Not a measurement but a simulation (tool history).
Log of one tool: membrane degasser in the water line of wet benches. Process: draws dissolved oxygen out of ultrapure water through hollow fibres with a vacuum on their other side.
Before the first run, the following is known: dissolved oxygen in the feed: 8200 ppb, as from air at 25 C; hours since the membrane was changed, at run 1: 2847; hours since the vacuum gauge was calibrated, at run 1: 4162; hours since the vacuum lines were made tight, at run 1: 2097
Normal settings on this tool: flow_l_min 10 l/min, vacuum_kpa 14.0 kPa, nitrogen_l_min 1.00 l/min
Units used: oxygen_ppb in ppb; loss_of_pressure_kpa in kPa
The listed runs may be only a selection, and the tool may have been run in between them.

| run | day | flow_l_min | vacuum_kpa | nitrogen_l_min | hours since the membrane was changed | hours since the vacuum gauge was calibrated | hours since the vacuum lines were made tight | oxygen_ppb | loss_of_pressure_kpa |
|---|---|---|---|---|---|---|---|---|---|
| 1 | 0.000 | 10 | 14.0 | 1.00 | 2847 | 4162 | 2097 | 288.0 | 59.24 |
| 2 | 2.625 | 10 | 14.0 | 1.00 | 2910 | 4225 | 2160 | 287.4 | 58.90 |
| 3 | 7.246 | 10 | 14.0 | 1.00 | 3020 | 4336 | 2271 | 290.7 | 59.11 |
| 4 | 11.267 | 10 | 14.0 | 1.00 | 3117 | 4433 | 2368 | 289.8 | 58.66 |
| 5 | 14.929 | 10 | 14.0 | 1.00 | 3205 | 4521 | 2456 | 288.4 | 58.65 |
| 6 | 19.779 | 10 | 14.0 | 1.00 | 3321 | 4637 | 2572 | 292.4 | 58.67 |
| 7 | 22.679 | 10 | 14.0 | 1.00 | 3391 | 4707 | 2642 | 288.2 | 58.33 |
| 8 | 24.908 | 10 | 14.0 | 1.00 | 3444 | 4760 | 2695 | 285.1 | 58.64 |
| 9 | 28.746 | 8 | 14.0 | 1.00 | 3536 | 4852 | 2787 | 229.7 | 46.51 |
| 10 | 32.458 | 8 | 14.0 | 1.00 | 3626 | 4941 | 2876 | 230.5 | 46.63 |
| 11 | 35.575 | 8 | 14.0 | 1.00 | 3700 | 5016 | 2951 | 226.0 | 46.75 |
| 12 | 37.775 | 8 | 14.0 | 1.00 | 3753 | 5069 | 3004 | 228.4 | 46.21 |
| 13 | 39.929 | 10 | 9.9 | 1.00 | 3805 | 5121 | 3056 | 199.4 | 57.71 |
| 14 | 44.938 | 10 | 9.9 | 1.00 | 3925 | 5241 | 3176 | 201.9 | 57.85 |
| 15 | 49.538 | 10 | 9.9 | 1.00 | 4035 | 5351 | 3286 | 198.2 | 57.71 |
| 16 | 52.404 | 6 | 14.0 | 1.00 | 4104 | 5420 | 3355 | 169.1 | 34.34 |
|  | 53.829 | gauge calibrated |
| 17 | 55.658 | 10 | 11.8 | 1.00 | 4182 | 5498 | 3433 | 241.4 | 58.96 |
| 18 | 60.612 | 12 | 14.9 | 2.03 | 4301 | 5617 | 3552 | 225.0 | 70.43 |
| 19 | 64.275 | 8 | 14.9 | 1.22 | 4389 | 5705 | 3640 | 208.4 | 46.87 |
| 20 | 68.188 | 8 | 14.6 | 1.22 | 4483 | 5799 | 3734 | 201.3 | 46.84 |
| 21 | 73.000 | 7 | 14.6 | 0.88 | 4599 | 5914 | 3849 | 231.5 | 40.97 |
| 22 | 77.108 | 7 | 17.0 | 1.10 | 4697 | 6013 | 3948 | 226.7 | 40.83 |
| 23 | 81.625 | 14 | 32.9 | 0.62 | 4806 | 6121 | 4056 | 1344.3 | 82.35 |
| 24 | 84.079 | 14 | 32.9 | 0.62 | 4864 | 6180 | 4115 | 1321.0 | 81.50 |
| 25 | 88.408 | 12 | 16.2 | 1.00 | 4968 | 6284 | 4219 | 410.1 | 69.51 |
| 26 | 92.625 | 12 | 21.2 | 0.65 | 5070 | 6385 | 4320 | 738.0 | 69.57 |
| 27 | 97.488 | 12 | 21.2 | 0.65 | 5186 | 6502 | 4437 | 747.1 | 69.57 |
| 28 | 100.904 | 12 | 21.2 | 0.65 | 5268 | 6584 | 4519 | 748.1 | 69.38 |
| 29 | 106.079 | 13 | 24.5 | 2.29 | 5392 | 6708 | 4643 | 351.7 | 74.52 |
| 30 | 110.771 | 13 | 24.5 | 2.29 | 5505 | 6821 | 4756 | 348.3 | 75.13 |
|  | 111.058 | vacuum gauge calibrated |
| 31 | 114.042 | 13 | 24.5 | 2.25 | 5583 | 72 | 4834 | 358.2 | 74.68 |
| 32 | 116.638 | 11 | 12.9 | 0.50 | 5645 | 134 | 4896 | 498.9 | 63.04 |
| 33 | 121.254 | 11 | 12.9 | 0.50 | 5756 | 245 | 5007 | 495.7 | 63.48 |

Below are 3 alternative next runs, each starting from the tool's condition after run 33. Predict each:
| A | 123.692 | 8 | 18.0 | 1.00 | 5815 | 303 | 5065 | ? | ? |
| B | 123.692 | 8 | 14.0 | 0.64 | 5815 | 303 | 5065 | ? | ? |
| C | 123.692 | 6 | 14.0 | 1.00 | 5815 | 303 | 5065 | ? | ? |

| run | oxygen_ppb | loss_of_pressure_kpa |
|---|---|---|
| A | 302.6 | 45.87 |
| B | 330.2 | 45.62 |
| C | 166.6 | 34.32 |
With the hidden condition removed and each run's random variation left untouched, the same runs would have given:
| run | oxygen_ppb | loss_of_pressure_kpa |
|---|---|---|
| A | 302.2 | 47.36 |
| B | 329.8 | 47.11 |
| C | 166.3 | 35.44 |
